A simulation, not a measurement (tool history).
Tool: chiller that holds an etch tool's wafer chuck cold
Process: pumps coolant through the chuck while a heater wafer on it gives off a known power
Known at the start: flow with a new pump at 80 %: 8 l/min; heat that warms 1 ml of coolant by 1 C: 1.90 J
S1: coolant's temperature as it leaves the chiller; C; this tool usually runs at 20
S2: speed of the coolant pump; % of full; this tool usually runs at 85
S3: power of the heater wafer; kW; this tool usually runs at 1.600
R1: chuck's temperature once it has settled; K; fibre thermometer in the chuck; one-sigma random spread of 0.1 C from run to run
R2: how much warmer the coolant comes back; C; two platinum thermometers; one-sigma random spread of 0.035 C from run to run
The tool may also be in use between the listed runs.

Run 1, day 0.000: usual settings. Result: R1 307.35 K, R2 6.48 C.
Run 2, day 2.771: usual settings. Result: R1 307.45 K, R2 6.49 C.
Run 3, day 5.654: usual settings. Result: R1 307.55 K, R2 6.45 C.
At day 8.679: coolant changed, channels flushed.
Run 4, day 12.329: usual settings. Result: R1 306.15 K, R2 6.63 C.
Run 5, day 17.792: usual settings but S3 1.793 kW. Result: R1 307.75 K, R2 7.43 C.
Run 6, day 20.896: usual settings but S3 1.793 kW. Result: R1 307.45 K, R2 7.40 C.
Run 7, day 25.317: usual settings but S3 1.793 kW. Result: R1 307.75 K, R2 7.48 C.
Run 8, day 29.846: usual settings but S3 1.793 kW. Result: R1 308.05 K, R2 7.47 C.
Run 9, day 33.546: usual settings. Result: R1 306.25 K, R2 6.72 C.
Run 10, day 39.867: usual settings. Result: R1 306.35 K, R2 6.75 C.
Run 11, day 44.329: usual settings. Result: R1 306.35 K, R2 6.82 C.
Run 12, day 47.208: usual settings. Result: R1 306.15 K, R2 6.73 C.
Run 13, day 52.817: usual settings. Result: R1 306.45 K, R2 6.78 C.
Run 14, day 58.046: usual settings. Result: R1 306.55 K, R2 6.87 C.
Run 15, day 62.375: usual settings but S3 1.461 kW. Result: R1 305.65 K, R2 6.33 C.
Run 16, day 66.408: usual settings but S1 29 C, S2 63 % of full, S3 0.868 kW. Result: R1 311.05 K, R2 5.03 C.
Run 17, day 70.021: usual settings but S1 29 C, S2 63 % of full, S3 0.868 kW. Result: R1 310.95 K, R2 5.10 C.
Run 18, day 76.333: usual settings but S1 29 C, S2 75 % of full, S3 2.399 kW. Result: R1 325.25 K, R2 11.87 C.
Run 19, day 79.238: usual settings but S2 99 % of full, S3 1.173 kW. Result: R1 302.05 K, R2 4.47 C.
Run 20, day 85.454: usual settings but S2 99 % of full, S3 1.173 kW. Result: R1 302.05 K, R2 4.45 C.
At day 86.104: coolant pump overhauled.
Run 21, day 89.629: usual settings but S2 99 % of full, S3 1.173 kW. Result: R1 300.85 K, R2 3.82 C.
Run 22, day 93.371: usual settings but S1 27 C, S3 1.069 kW. Result: R1 308.15 K, R2 4.02 C.
Run 23, day 98.662: usual settings but S1 19 C, S2 80 % of full, S3 1.731 kW. Result: R1 306.15 K, R2 6.95 C.
Run 24, day 103.546: usual settings but S1 11 C, S2 66 % of full, S3 1.736 kW. Result: R1 300.65 K, R2 8.42 C.
Run 25, day 107.846: usual settings but S1 24 C, S2 69 % of full, S3 1.952 kW. Result: R1 315.25 K, R2 9.09 C.
Run 26, day 111.654: usual settings but S1 15 C, S2 81 % of full, S3 1.140 kW. Result: R1 297.25 K, R2 4.56 C.
Run 27, day 118.262: usual settings but S1 15 C, S2 81 % of full, S3 1.140 kW. Result: R1 297.25 K, R2 4.52 C.
Run 28, day 124.825: usual settings but S2 96 % of full, S3 0.971 kW. Result: R1 299.85 K, R2 3.33 C.
Run 29, day 128.871: usual settings but S1 26 C, S2 100 % of full, S3 0.971 kW. Result: R1 305.55 K, R2 3.19 C.
Run 30, day 133.708: usual settings but S1 26 C, S2 100 % of full, S3 0.971 kW. Result: R1 305.55 K, R2 3.22 C.

Per-run results on a tool with no hidden state, each run keeping its own random variation:
What the log doesn't record here: heat passed by the chuck's channels, % of clean ones'; flow at a given pump speed, % of a new pump's; coolant's true temperature over the reading, C; drift of the gauge itself on chuck_c, C; drift of the gauge itself on warmer_back_c, C.
run      R1     R2
  1  305.15   5.95
  2  305.25   5.95
  3  305.25   5.89
  4  305.55   6.03
  5  306.95   6.71
  6  306.65   6.66
  7  306.75   6.72
  8  306.95   6.66
  9  305.35   5.98
 10  305.35   5.97
 11  305.35   6.00
 12  305.05   5.90
 13  305.25   5.91
 14  305.25   5.95
 15  304.45   5.47
 16  310.25   4.33
 17  310.25   4.37
 18  322.05  10.10
 19  301.25   3.80
 20  301.15   3.75
 21  300.95   3.80
 22  308.25   4.00
 23  305.75   6.86
 24  299.95   8.28
 25  314.35   8.91
 26  297.25   4.45
 27  297.15   4.39
 28  299.95   3.22
 29  305.55   3.07
 30  305.55   3.08
